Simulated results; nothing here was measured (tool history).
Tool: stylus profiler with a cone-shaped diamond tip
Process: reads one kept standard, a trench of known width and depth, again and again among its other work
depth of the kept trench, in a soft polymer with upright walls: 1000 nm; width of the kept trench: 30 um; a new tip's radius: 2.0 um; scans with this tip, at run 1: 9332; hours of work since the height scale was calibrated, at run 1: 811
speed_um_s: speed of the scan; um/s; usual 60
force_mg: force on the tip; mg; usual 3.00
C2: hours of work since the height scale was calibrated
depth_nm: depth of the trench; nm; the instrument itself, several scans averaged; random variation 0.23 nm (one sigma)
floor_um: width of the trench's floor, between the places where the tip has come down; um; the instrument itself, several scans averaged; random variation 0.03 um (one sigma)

Run 1, day 0.000: usual settings; scans with this tip 9332; C2 811. Result: depth_nm 1011.94 nm, floor_um 25.60 um.
Run 2, day 1.429: usual settings but force_mg 4.84 mg; scans with this tip 9564; C2 831. Result: depth_nm 1016.64 nm, floor_um 25.67 um.
Run 3, day 3.200: usual settings; scans with this tip 9850; C2 856. Result: depth_nm 1012.34 nm, floor_um 25.61 um.
Run 4, day 5.708: usual settings; scans with this tip 10257; C2 891. Result: depth_nm 1011.84 nm, floor_um 25.59 um.
Run 5, day 8.508: usual settings; scans with this tip 10710; C2 930. Result: depth_nm 1011.83 nm, floor_um 25.49 um.
Run 6, day 11.767: usual settings; scans with this tip 11238; C2 976. Result: depth_nm 1012.00 nm, floor_um 25.53 um.
Run 7, day 15.217: usual settings; scans with this tip 11797; C2 1025. Result: depth_nm 1011.68 nm, floor_um 25.52 um.
Run 8, day 16.967: usual settings; scans with this tip 12080; C2 1049. Result: depth_nm 1011.90 nm, floor_um 25.49 um.
Run 9, day 19.517: usual settings; scans with this tip 12493; C2 1085. Result: depth_nm 1011.58 nm, floor_um 25.42 um.
Run 10, day 22.075: usual settings; scans with this tip 12908; C2 1121. Result: depth_nm 1011.82 nm, floor_um 25.47 um.
Run 11, day 24.250: usual settings but speed_um_s 63 um/s; scans with this tip 13260; C2 1152. Result: depth_nm 1011.79 nm, floor_um 25.40 um.
Run 12, day 26.438: usual settings but speed_um_s 63 um/s; scans with this tip 13614; C2 1182. Result: depth_nm 1011.57 nm, floor_um 25.43 um.
Run 13, day 29.217: usual settings but speed_um_s 63 um/s, force_mg 2.36 mg; scans with this tip 14065; C2 1222. Result: depth_nm 1009.18 nm, floor_um 25.33 um.
Run 14, day 32.708: usual settings; scans with this tip 14630; C2 1271. Result: depth_nm 1011.81 nm, floor_um 25.32 um.
Run 15, day 36.042: usual settings; scans with this tip 15170; C2 1318. Result: depth_nm 1011.26 nm, floor_um 25.27 um.
At day 36.292: height scale calibrated on a step standard.
Run 16, day 38.729: usual settings; scans with this tip 15602; C2 34. Result: depth_nm 1010.91 nm, floor_um 25.15 um.
Run 17, day 41.446: usual settings but speed_um_s 21 um/s; scans with this tip 16042; C2 73. Result: depth_nm 1010.59 nm, floor_um 25.33 um.
Run 18, day 44.146: usual settings but force_mg 6.21 mg; scans with this tip 16480; C2 111. Result: depth_nm 1018.86 nm, floor_um 25.28 um.
At day 44.971: height scale calibrated on a step standard, once more.
Run 19, day 46.188: usual settings but force_mg 6.21 mg; scans with this tip 16807; C2 17. Result: depth_nm 1022.07 nm, floor_um 25.29 um.
Run 20, day 48.808: usual settings but force_mg 6.21 mg; scans with this tip 17231; C2 54. Result: depth_nm 1021.98 nm, floor_um 25.23 um.
Run 21, day 50.346: usual settings; scans with this tip 17480; C2 76. Result: depth_nm 1013.42 nm, floor_um 25.14 um.
Run 22, day 52.917: usual settings; scans with this tip 17896; C2 112. Result: depth_nm 1013.43 nm, floor_um 25.13 um.
Run 23, day 55.975: usual settings; scans with this tip 18392; C2 155. Result: depth_nm 1013.83 nm, floor_um 25.11 um.
Run 24, day 58.317: usual settings but speed_um_s 56 um/s, force_mg 5.07 mg; scans with this tip 18771; C2 188. Result: depth_nm 1018.79 nm, floor_um 25.14 um.
Run 25, day 61.646: usual settings but speed_um_s 23 um/s, force_mg 3.04 mg; scans with this tip 19310; C2 235. Result: depth_nm 1013.83 nm, floor_um 25.18 um.
Run 26, day 63.817: usual settings but speed_um_s 64 um/s, force_mg 2.81 mg; scans with this tip 19662; C2 265. Result: depth_nm 1012.76 nm, floor_um 25.05 um.
Run 27, day 66.467: usual settings but speed_um_s 64 um/s, force_mg 2.81 mg; scans with this tip 20091; C2 302. Result: depth_nm 1012.16 nm, floor_um 24.98 um.
Run 28, day 69.529: usual settings but force_mg 2.02 mg; scans with this tip 20588; C2 346. Result: depth_nm 1010.02 nm, floor_um 24.98 um.
Run 29, day 72.929: usual settings but force_mg 2.02 mg; scans with this tip 21138; C2 393. Result: depth_nm 1009.85 nm, floor_um 24.87 um.
Run 30, day 76.275: usual settings but speed_um_s 140 um/s, force_mg 1.09 mg; scans with this tip 21680; C2 440. Result: depth_nm 1006.05 nm, floor_um 24.34 um.
Run 31, day 78.900: usual settings but speed_um_s 140 um/s, force_mg 1.09 mg; scans with this tip 22105; C2 477. Result: depth_nm 1006.62 nm, floor_um 24.30 um.
Run 32, day 80.858: usual settings but speed_um_s 140 um/s, force_mg 1.09 mg; scans with this tip 22422; C2 505. Result: depth_nm 1005.66 nm, floor_um 24.32 um.
Run 33, day 84.304: usual settings but speed_um_s 28 um/s, force_mg 1.66 mg; scans with this tip 22981; C2 553. Result: depth_nm 1008.37 nm, floor_um 24.88 um.
Run 34, day 86.946: usual settings but speed_um_s 28 um/s, force_mg 1.66 mg; scans with this tip 23409; C2 591. Result: depth_nm 1008.14 nm, floor_um 24.92 um.
Run 35, day 88.500: usual settings but speed_um_s 28 um/s, force_mg 1.66 mg; scans with this tip 23660; C2 612. Result: depth_nm 1008.30 nm, floor_um 24.88 um.
Run 36, day 91.312: usual settings but speed_um_s 28 um/s, force_mg 1.66 mg; scans with this tip 24116; C2 652. Result: depth_nm 1007.74 nm, floor_um 24.87 um.
Run 37, day 93.421: usual settings but speed_um_s 44 um/s, force_mg 2.51 mg; scans with this tip 24457; C2 682. Result: depth_nm 1011.13 nm, floor_um 24.84 um.
Run 38, day 96.883: usual settings but speed_um_s 108 um/s, force_mg 2.06 mg; scans with this tip 25018; C2 730. Result: depth_nm 1009.74 nm, floor_um 24.52 um.
Run 39, day 99.475: usual settings but speed_um_s 108 um/s, force_mg 2.06 mg; scans with this tip 25438; C2 767. Result: depth_nm 1009.35 nm, floor_um 24.47 um.
Run 40, day 101.921: usual settings but speed_um_s 26 um/s, force_mg 1.05 mg; scans with this tip 25834; C2 801. Result: depth_nm 1005.42 nm, floor_um 24.74 um.
Run 41, day 104.575: usual settings but speed_um_s 42 um/s, force_mg 1.79 mg; scans with this tip 26264; C2 838. Result: depth_nm 1008.58 nm, floor_um 24.67 um.
Run 42, day 106.571: usual settings but speed_um_s 18 um/s, force_mg 1.11 mg; scans with this tip 26588; C2 867. Result: depth_nm 1005.82 nm, floor_um 24.73 um.
Run 43, day 109.525: usual settings but speed_um_s 18 um/s, force_mg 1.11 mg; scans with this tip 27066; C2 908. Result: depth_nm 1005.94 nm, floor_um 24.75 um.
Run 44, day 112.058: usual settings but speed_um_s 26 um/s, force_mg 4.58 mg; scans with this tip 27476; C2 944. Result: depth_nm 1016.62 nm, floor_um 24.75 um.
Run 45, day 114.946: usual settings but speed_um_s 33 um/s, force_mg 4.87 mg; scans with this tip 27944; C2 984. Result: depth_nm 1017.48 nm, floor_um 24.69 um.

4 ways to go on from here, each from the tool as it stands after run 45. What would each give?
Run A, day 116.975: usual settings but speed_um_s 33 um/s, force_mg 1.12 mg; scans with this tip 28272; C2 1013. Result: depth_nm ?, floor_um ?.
Run B, day 116.975: usual settings but speed_um_s 21 um/s, force_mg 6.10 mg; scans with this tip 28272; C2 1013. Result: depth_nm ?, floor_um ?.
Run C, day 116.975: usual settings but speed_um_s 41 um/s, force_mg 4.87 mg; scans with this tip 28272; C2 1013. Result: depth_nm ?, floor_um ?.
Run D, day 116.975: usual settings but speed_um_s 74 um/s, force_mg 6.47 mg; scans with this tip 28272; C2 1013. Result: depth_nm ?, floor_um ?.

run  depth_nm  floor_um
  A   1005.95     24.58
  B   1020.66     24.75
  C   1017.78     24.66
  D   1021.81     24.60
Without the tool's hidden state the same runs would have given:
run  depth_nm  floor_um
  A   1007.31     26.34
  B   1022.05     26.51
  C   1019.16     26.42
  D   1023.20     26.37
